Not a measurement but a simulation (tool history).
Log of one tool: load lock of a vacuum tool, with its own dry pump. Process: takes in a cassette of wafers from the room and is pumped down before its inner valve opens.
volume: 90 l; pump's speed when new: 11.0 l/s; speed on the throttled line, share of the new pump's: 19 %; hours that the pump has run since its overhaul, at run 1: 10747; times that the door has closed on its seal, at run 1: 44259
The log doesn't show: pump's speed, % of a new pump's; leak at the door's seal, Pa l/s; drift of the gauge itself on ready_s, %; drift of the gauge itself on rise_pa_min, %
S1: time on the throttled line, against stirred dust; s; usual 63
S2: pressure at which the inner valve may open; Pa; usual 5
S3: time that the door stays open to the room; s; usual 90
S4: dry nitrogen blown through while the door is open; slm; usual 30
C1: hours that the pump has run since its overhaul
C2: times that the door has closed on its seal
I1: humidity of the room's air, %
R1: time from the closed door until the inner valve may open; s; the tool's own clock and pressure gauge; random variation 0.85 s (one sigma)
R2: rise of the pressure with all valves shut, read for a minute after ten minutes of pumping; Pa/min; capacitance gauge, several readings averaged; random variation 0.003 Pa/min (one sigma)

| run | hour | S1 | S2 | S3 | S4 | C1 | C2 | I1 | R1 | R2 |
|---|---|---|---|---|---|---|---|---|---|---|
| 1 | 0.0 | 63 | 5 | 90 | 30 | 10747 | 44259 | 44.4 | 141.1 | 0.247 |
| 2 | 311.3 | 90 | 5 | 90 | 30 | 11058 | 45411 | 43.3 | 162.9 | 0.258 |
| 3 | 646.3 | 90 | 5 | 90 | 30 | 11393 | 46649 | 41.4 | 161.5 | 0.274 |
| 4 | 1156.3 | 63 | 5 | 90 | 31 | 11903 | 48536 | 44.4 | 140.9 | 0.288 |
| 5 | 1639.6 | 63 | 5 | 90 | 30 | 12387 | 50324 | 44.4 | 141.2 | 0.309 |
| 6 | 1857.8 | 63 | 5 | 90 | 6 | 12605 | 51131 | 45.4 | 143.3 | 0.340 |
| 7 | 2217.6 | 63 | 5 | 90 | 6 | 12965 | 52462 | 45.5 | 144.0 | 0.344 |
| 8 | 2681.6 | 63 | 5 | 90 | 6 | 13429 | 54178 | 46.0 | 142.5 | 0.368 |
|  | 2832.6 | door's seal changed, seat wiped |
| 9 | 2924.2 | 63 | 5 | 90 | 6 | 13670 | 339 | 46.6 | 142.7 | 0.038 |
| 10 | 3186.5 | 63 | 5 | 90 | 8 | 13932 | 1309 | 46.4 | 142.7 | 0.034 |
| 11 | 3405.8 | 63 | 5 | 90 | 8 | 14151 | 2120 | 46.3 | 144.6 | 0.036 |
| 12 | 3698.9 | 63 | 5 | 90 | 8 | 14445 | 3204 | 43.7 | 144.2 | 0.046 |
| 13 | 4204.5 | 63 | 5 | 90 | 19 | 14950 | 5074 | 41.5 | 144.7 | 0.034 |
| 14 | 4646.5 | 63 | 5 | 90 | 19 | 15392 | 6709 | 46.0 | 145.3 | 0.041 |
| 15 | 4964.4 | 63 | 6 | 90 | 30 | 15710 | 7885 | 46.8 | 142.4 | 0.046 |
| 16 | 5265.7 | 63 | 6 | 90 | 30 | 16011 | 8999 | 44.1 | 144.1 | 0.044 |
| 17 | 5755.7 | 63 | 6 | 90 | 30 | 16501 | 10812 | 42.7 | 143.5 | 0.057 |
| 18 | 6196.5 | 63 | 6 | 90 | 37 | 16942 | 12443 | 46.5 | 144.1 | 0.058 |
| 19 | 6489.3 | 48 | 6 | 156 | 7 | 17235 | 13525 | 47.0 | 133.0 | 0.091 |
| 20 | 6865.2 | 63 | 5 | 48 | 30 | 17611 | 14916 | 46.2 | 146.2 | 0.068 |
| 21 | 7236.3 | 34 | 5 | 90 | 18 | 17982 | 16288 | 45.6 | 124.5 | 0.076 |
| 22 | 7528.1 | 34 | 5 | 26 | 18 | 18274 | 17368 | 42.4 | 124.5 | 0.077 |
| 23 | 7774.6 | 58 | 5 | 90 | 30 | 18520 | 18280 | 47.8 | 142.6 | 0.083 |
| 24 | 8270.6 | 58 | 7 | 90 | 15 | 19016 | 20114 | 46.4 | 139.3 | 0.104 |
| 25 | 8724.8 | 58 | 6 | 127 | 19 | 19470 | 21794 | 44.1 | 142.1 | 0.111 |
| 26 | 8987.0 | 58 | 9 | 127 | 14 | 19733 | 22764 | 45.8 | 138.6 | 0.125 |
| 27 | 9206.4 | 63 | 5 | 27 | 42 | 19952 | 23576 | 44.7 | 147.7 | 0.098 |
| 28 | 9589.3 | 38 | 4 | 26 | 6 | 20335 | 24992 | 44.6 | 131.7 | 0.114 |
| 29 | 9962.3 | 38 | 4 | 26 | 6 | 20708 | 26372 | 47.9 | 132.0 | 0.127 |
| 30 | 10216.4 | 63 | 5 | 48 | 30 | 20962 | 27311 | 41.5 | 149.0 | 0.127 |
| 31 | 10527.9 | 63 | 5 | 48 | 30 | 21274 | 28464 | 43.5 | 151.1 | 0.140 |
|  | 10924.5 | dry pump taken out, an overhauled one fitted |
| 32 | 10983.6 | 56 | 5 | 69 | 17 | 59 | 30127 | 44.3 | 126.6 | 0.155 |
| 33 | 11248.4 | 43 | 6 | 53 | 23 | 324 | 31107 | 44.6 | 115.6 | 0.150 |
| 34 | 11708.9 | 63 | 6 | 90 | 30 | 784 | 32810 | 43.1 | 132.3 | 0.169 |
| 35 | 12007.3 | 93 | 5 | 31 | 43 | 1083 | 33914 | 45.6 | 158.5 | 0.167 |
| 36 | 12365.5 | 93 | 5 | 31 | 43 | 1441 | 35238 | 47.2 | 157.7 | 0.179 |

The same runs without the tool's hidden state, with the same run-to-run variation:
| run | R1 | R2 |
|---|---|---|
| 1 | 133.1 | 0.019 |
| 2 | 155.3 | 0.019 |
| 3 | 153.8 | 0.022 |
| 4 | 132.1 | 0.018 |
| 5 | 132.0 | 0.022 |
| 6 | 133.9 | 0.042 |
| 7 | 134.2 | 0.035 |
| 8 | 132.6 | 0.041 |
| 9 | 132.7 | 0.037 |
| 10 | 132.5 | 0.030 |
| 11 | 134.2 | 0.030 |
| 12 | 133.6 | 0.037 |
| 13 | 133.5 | 0.020 |
| 14 | 133.7 | 0.022 |
| 15 | 131.1 | 0.023 |
| 16 | 132.4 | 0.018 |
| 17 | 131.5 | 0.025 |
| 18 | 131.7 | 0.020 |
| 19 | 119.7 | 0.048 |
| 20 | 132.9 | 0.019 |
| 21 | 109.7 | 0.022 |
| 22 | 109.5 | 0.017 |
| 23 | 128.4 | 0.020 |
| 24 | 125.2 | 0.031 |
| 25 | 127.4 | 0.030 |
| 26 | 124.2 | 0.039 |
| 27 | 132.3 | 0.007 |
| 28 | 114.4 | 0.016 |
| 29 | 114.4 | 0.018 |
| 30 | 132.6 | 0.014 |
| 31 | 134.4 | 0.019 |
| 32 | 127.0 | 0.021 |
| 33 | 115.8 | 0.014 |
| 34 | 132.2 | 0.019 |
| 35 | 158.1 | 0.009 |
| 36 | 157.1 | 0.009 |
